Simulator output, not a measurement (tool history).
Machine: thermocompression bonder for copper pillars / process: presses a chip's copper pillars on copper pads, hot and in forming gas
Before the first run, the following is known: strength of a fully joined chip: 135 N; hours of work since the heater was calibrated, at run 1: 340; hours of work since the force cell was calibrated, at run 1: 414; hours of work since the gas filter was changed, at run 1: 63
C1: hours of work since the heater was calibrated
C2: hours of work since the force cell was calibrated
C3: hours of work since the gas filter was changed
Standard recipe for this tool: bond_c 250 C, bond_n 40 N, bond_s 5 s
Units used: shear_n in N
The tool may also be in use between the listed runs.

{"run": 1, "day": 0.0, "bond_c": 250, "bond_n": 40, "bond_s": 5, "C1": 340, "C2": 414, "C3": 63, "shear_n": 52.2}
{"run": 2, "day": 1.258, "bond_c": 250, "bond_n": 40, "bond_s": 5, "C1": 358, "C2": 432, "C3": 81, "shear_n": 51.9}
{"run": 3, "day": 2.329, "bond_c": 250, "bond_n": 40, "bond_s": 5, "C1": 373, "C2": 448, "C3": 96, "shear_n": 51.5}
{"run": 4, "day": 3.492, "bond_c": 250, "bond_n": 57, "bond_s": 5, "C1": 390, "C2": 464, "C3": 113, "shear_n": 70.5}
{"run": 5, "day": 4.562, "bond_c": 250, "bond_n": 55, "bond_s": 5, "C1": 405, "C2": 480, "C3": 128, "shear_n": 68.2}
{"run": 6, "day": 5.496, "bond_c": 250, "bond_n": 55, "bond_s": 5, "C1": 419, "C2": 493, "C3": 142, "shear_n": 67.4}
{"run": 7, "day": 6.471, "bond_c": 250, "bond_n": 55, "bond_s": 5, "C1": 433, "C2": 507, "C3": 156, "shear_n": 68.8}
{"run": 8, "day": 7.35, "bond_c": 250, "bond_n": 55, "bond_s": 5, "C1": 445, "C2": 520, "C3": 169, "shear_n": 67.8}
{"run": 9, "day": 8.092, "bond_c": 250, "bond_n": 55, "bond_s": 5, "C1": 456, "C2": 530, "C3": 179, "shear_n": 68}
{"run": 10, "day": 8.738, "bond_c": 250, "bond_n": 36, "bond_s": 5, "C1": 465, "C2": 540, "C3": 188, "shear_n": 46.8}
{"run": 11, "day": 9.325, "bond_c": 250, "bond_n": 36, "bond_s": 5, "C1": 474, "C2": 548, "C3": 197, "shear_n": 46.8}
{"run": 12, "day": 9.904, "bond_c": 250, "bond_n": 36, "bond_s": 5, "C1": 482, "C2": 557, "C3": 205, "shear_n": 46.7}
{"run": 13, "day": 10.533, "bond_c": 250, "bond_n": 40, "bond_s": 5, "C1": 491, "C2": 566, "C3": 214, "shear_n": 51.5}
{"run": 14, "day": 11.617, "bond_c": 250, "bond_n": 40, "bond_s": 13, "C1": 506, "C2": 581, "C3": 230, "shear_n": 73.1}
{"run": 15, "day": 12.788, "bond_c": 250, "bond_n": 40, "bond_s": 13, "C1": 523, "C2": 598, "C3": 247, "shear_n": 73.3}
{"run": 16, "day": 13.612, "bond_c": 250, "bond_n": 40, "bond_s": 13, "C1": 535, "C2": 610, "C3": 258, "shear_n": 73.1}
{"run": 17, "day": 14.317, "bond_c": 250, "bond_n": 40, "bond_s": 13, "C1": 545, "C2": 620, "C3": 269, "shear_n": 73.2}
{"run": 18, "day": 15.262, "bond_c": 250, "bond_n": 40, "bond_s": 3, "C1": 559, "C2": 633, "C3": 282, "shear_n": 42.1}
{"run": 19, "day": 16.088, "bond_c": 250, "bond_n": 40, "bond_s": 13, "C1": 571, "C2": 645, "C3": 294, "shear_n": 73.4}
{"run": 20, "day": 17.067, "bond_c": 250, "bond_n": 40, "bond_s": 13, "C1": 585, "C2": 659, "C3": 308, "shear_n": 73.4}
{"run": 21, "day": 17.9, "bond_c": 250, "bond_n": 40, "bond_s": 4, "C1": 597, "C2": 671, "C3": 320, "shear_n": 47.7}
{"run": 22, "day": 18.892, "bond_c": 250, "bond_n": 51, "bond_s": 9, "C1": 611, "C2": 686, "C3": 334, "shear_n": 78}
{"run": 23, "day": 20.138, "bond_c": 250, "bond_n": 51, "bond_s": 9, "C1": 629, "C2": 704, "C3": 352, "shear_n": 78}
{"run": 24, "day": 21.288, "bond_c": 251, "bond_n": 41, "bond_s": 4, "C1": 645, "C2": 720, "C3": 369, "shear_n": 48.4}
{"run": 25, "day": 22.233, "bond_c": 250, "bond_n": 33, "bond_s": 11, "C1": 659, "C2": 734, "C3": 382, "shear_n": 58.6}
{"run": 26, "day": 23.088, "bond_c": 250, "bond_n": 33, "bond_s": 11, "C1": 671, "C2": 746, "C3": 395, "shear_n": 58.6}
{"run": 27, "day": 24.0, "bond_c": 250, "bond_n": 33, "bond_s": 11, "C1": 684, "C2": 759, "C3": 408, "shear_n": 58.5}
{"run": 28, "day": 25.183, "bond_c": 242, "bond_n": 28, "bond_s": 9, "C1": 701, "C2": 776, "C3": 425, "shear_n": 42.4}
{"run": 29, "day": 25.796, "bond_c": 272, "bond_n": 36, "bond_s": 8, "C1": 710, "C2": 785, "C3": 433, "shear_n": 69}
{"run": 30, "day": 26.438, "bond_c": 242, "bond_n": 33, "bond_s": 5, "C1": 719, "C2": 794, "C3": 443, "shear_n": 39.5}
{"day": 26.858, "done": "forming gas filter changed"}
{"run": 31, "day": 27.175, "bond_c": 242, "bond_n": 43, "bond_s": 5, "C1": 730, "C2": 804, "C3": 5, "shear_n": 50.4}
{"run": 32, "day": 27.846, "bond_c": 250, "bond_n": 40, "bond_s": 5, "C1": 739, "C2": 814, "C3": 14, "shear_n": 52.5}
{"run": 33, "day": 28.767, "bond_c": 239, "bond_n": 30, "bond_s": 5, "C1": 752, "C2": 827, "C3": 27, "shear_n": 34.5}
{"run": 34, "day": 29.746, "bond_c": 239, "bond_n": 30, "bond_s": 5, "C1": 767, "C2": 841, "C3": 41, "shear_n": 34.8}
{"run": 35, "day": 30.654, "bond_c": 244, "bond_n": 30, "bond_s": 5, "C1": 780, "C2": 854, "C3": 55, "shear_n": 37}
{"run": 36, "day": 31.521, "bond_c": 250, "bond_n": 40, "bond_s": 6, "C1": 792, "C2": 867, "C3": 67, "shear_n": 56}
{"run": 37, "day": 32.796, "bond_c": 259, "bond_n": 44, "bond_s": 4, "C1": 810, "C2": 885, "C3": 85, "shear_n": 56.4}
{"run": 38, "day": 33.558, "bond_c": 246, "bond_n": 37, "bond_s": 14, "C1": 821, "C2": 896, "C3": 96, "shear_n": 68.4}
{"run": 39, "day": 34.533, "bond_c": 246, "bond_n": 37, "bond_s": 14, "C1": 835, "C2": 910, "C3": 110, "shear_n": 68.6}

Each row is a separate what-if for the run after 39, all from the same tool condition, not one after another. Results?
{"run": "A", "day": 35.242, "bond_c": 277, "bond_n": 48, "bond_s": 13, "C1": 845, "C2": 920, "C3": 120, "shear_n": "?"}
{"run": "B", "day": 35.242, "bond_c": 250, "bond_n": 40, "bond_s": 4, "C1": 845, "C2": 920, "C3": 120, "shear_n": "?"}
{"run": "C", "day": 35.242, "bond_c": 224, "bond_n": 49, "bond_s": 9, "C1": 845, "C2": 920, "C3": 120, "shear_n": "?"}
{"run": "D", "day": 35.242, "bond_c": 235, "bond_n": 40, "bond_s": 5, "C1": 845, "C2": 920, "C3": 120, "shear_n": "?"}

run=A shear_n=100
run=B shear_n=47.6
run=C shear_n=59.4
run=D shear_n=44.4
With no hidden state in the tool, these same runs would have given:
run=A shear_n=100
run=B shear_n=47.7
run=C shear_n=59.5
run=D shear_n=44.5
